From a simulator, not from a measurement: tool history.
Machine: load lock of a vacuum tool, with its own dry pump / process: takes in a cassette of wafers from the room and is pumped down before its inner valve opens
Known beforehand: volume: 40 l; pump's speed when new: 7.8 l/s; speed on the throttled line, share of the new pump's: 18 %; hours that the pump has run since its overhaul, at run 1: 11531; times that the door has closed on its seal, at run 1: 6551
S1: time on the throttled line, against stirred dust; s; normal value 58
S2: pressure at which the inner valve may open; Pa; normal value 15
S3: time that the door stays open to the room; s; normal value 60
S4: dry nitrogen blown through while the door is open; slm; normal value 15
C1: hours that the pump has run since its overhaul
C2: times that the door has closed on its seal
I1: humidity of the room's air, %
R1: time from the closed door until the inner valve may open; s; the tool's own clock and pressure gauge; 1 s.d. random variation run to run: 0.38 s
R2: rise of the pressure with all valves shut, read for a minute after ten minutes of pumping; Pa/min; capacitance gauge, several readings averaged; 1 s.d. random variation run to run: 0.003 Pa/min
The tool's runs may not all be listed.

Run 1, day 0.000: usual settings; C1 11531; C2 6551; I1 43.8. Result: R1 92.7 s, R2 0.028 Pa/min.
Run 2, day 15.254: usual settings but S1 62 s; C1 11897; C2 7995; I1 44.9. Result: R1 96.1 s, R2 0.023 Pa/min.
Run 3, day 29.575: usual settings; C1 12241; C2 9350; I1 46.2. Result: R1 93.3 s, R2 0.027 Pa/min.
Run 4, day 43.062: usual settings; C1 12565; C2 10627; I1 43.4. Result: R1 92.9 s, R2 0.022 Pa/min.
Run 5, day 52.933: usual settings; C1 12802; C2 11561; I1 45.2. Result: R1 93.1 s, R2 0.028 Pa/min.
Run 6, day 67.233: usual settings; C1 13145; C2 12915; I1 42.4. Result: R1 93.0 s, R2 0.023 Pa/min.
Run 7, day 83.629: usual settings; C1 13538; C2 14467; I1 44.0. Result: R1 93.3 s, R2 0.025 Pa/min.
Run 8, day 97.746: usual settings; C1 13877; C2 15803; I1 44.6. Result: R1 92.5 s, R2 0.029 Pa/min.
Run 9, day 112.392: usual settings but S1 59 s; C1 14229; C2 17190; I1 44.8. Result: R1 93.7 s, R2 0.030 Pa/min.
Run 10, day 120.675: usual settings but S1 56 s; C1 14427; C2 17974; I1 46.8. Result: R1 91.1 s, R2 0.025 Pa/min.
Run 11, day 128.233: usual settings but S1 56 s; C1 14609; C2 18689; I1 47.9. Result: R1 90.8 s, R2 0.026 Pa/min.
Run 12, day 143.154: usual settings; C1 14967; C2 20102; I1 46.4. Result: R1 93.2 s, R2 0.028 Pa/min.
Run 13, day 149.925: usual settings; C1 15129; C2 20743; I1 46.9. Result: R1 93.1 s, R2 0.029 Pa/min.
Run 14, day 163.954: usual settings; C1 15466; C2 22071; I1 44.4. Result: R1 93.6 s, R2 0.026 Pa/min.
Run 15, day 178.783: usual settings but S4 9 slm; C1 15822; C2 23474; I1 42.2. Result: R1 92.3 s, R2 0.030 Pa/min.
Run 16, day 186.029: usual settings but S4 9 slm; C1 15996; C2 24160; I1 44.2. Result: R1 93.5 s, R2 0.035 Pa/min.
Run 17, day 202.138: usual settings but S4 9 slm; C1 16382; C2 25685; I1 46.8. Result: R1 92.8 s, R2 0.031 Pa/min.
Run 18, day 215.142: usual settings; C1 16695; C2 26916; I1 45.3. Result: R1 92.7 s, R2 0.027 Pa/min.
Run 19, day 229.208: usual settings; C1 17032; C2 28248; I1 48.0. Result: R1 92.9 s, R2 0.030 Pa/min.
Run 20, day 242.512: usual settings; C1 17351; C2 29507; I1 44.8. Result: R1 92.5 s, R2 0.028 Pa/min.
Run 21, day 252.092: usual settings; C1 17581; C2 30414; I1 49.2. Result: R1 93.1 s, R2 0.030 Pa/min.
Run 22, day 265.658: usual settings but S1 44 s; C1 17907; C2 31698; I1 43.3. Result: R1 81.9 s, R2 0.030 Pa/min.
Run 23, day 274.383: usual settings but S1 65 s, S2 25 Pa, S4 7 slm; C1 18116; C2 32524; I1 44.4. Result: R1 95.9 s, R2 0.035 Pa/min.
Run 24, day 285.550: usual settings but S1 71 s, S2 20 Pa; C1 18384; C2 33581; I1 47.2. Result: R1 102.2 s, R2 0.024 Pa/min.
Run 25, day 293.512: usual settings but S2 12 Pa; C1 18575; C2 34335; I1 45.8. Result: R1 94.3 s, R2 0.024 Pa/min.
Run 26, day 309.696: usual settings but S2 12 Pa, S3 28 s; C1 18964; C2 35867; I1 45.1. Result: R1 93.9 s, R2 0.018 Pa/min.
Run 27, day 324.617: usual settings but S3 38 s, S4 25 slm; C1 19322; C2 37279; I1 45.2. Result: R1 92.7 s, R2 0.019 Pa/min.
Run 28, day 336.108: usual settings but S3 38 s, S4 25 slm; C1 19598; C2 38367; I1 42.5. Result: R1 93.5 s, R2 0.016 Pa/min.
Run 29, day 344.779: usual settings but S1 86 s; C1 19806; C2 39188; I1 44.5. Result: R1 116.0 s, R2 0.023 Pa/min.
Run 30, day 361.358: usual settings but S1 86 s; C1 20204; C2 40757; I1 44.1. Result: R1 116.5 s, R2 0.028 Pa/min.
Run 31, day 368.554: usual settings but S1 53 s; C1 20376; C2 41439; I1 46.8. Result: R1 87.8 s, R2 0.027 Pa/min.

Run 32 has not been measured yet. What should we expect?
Run 32, day 383.092: usual settings but S1 46 s, S3 142 s, S4 10 slm; C1 20725; C2 42815; I1 43.8. Result: R1 ?, R2 ?.

R1: 83.5 s
R2: 0.054 Pa/min
Take away the tool's hidden state, keep the run-to-run variation as it was, and the same run would have given R1 83.3 s, R2 0.054 Pa/min.

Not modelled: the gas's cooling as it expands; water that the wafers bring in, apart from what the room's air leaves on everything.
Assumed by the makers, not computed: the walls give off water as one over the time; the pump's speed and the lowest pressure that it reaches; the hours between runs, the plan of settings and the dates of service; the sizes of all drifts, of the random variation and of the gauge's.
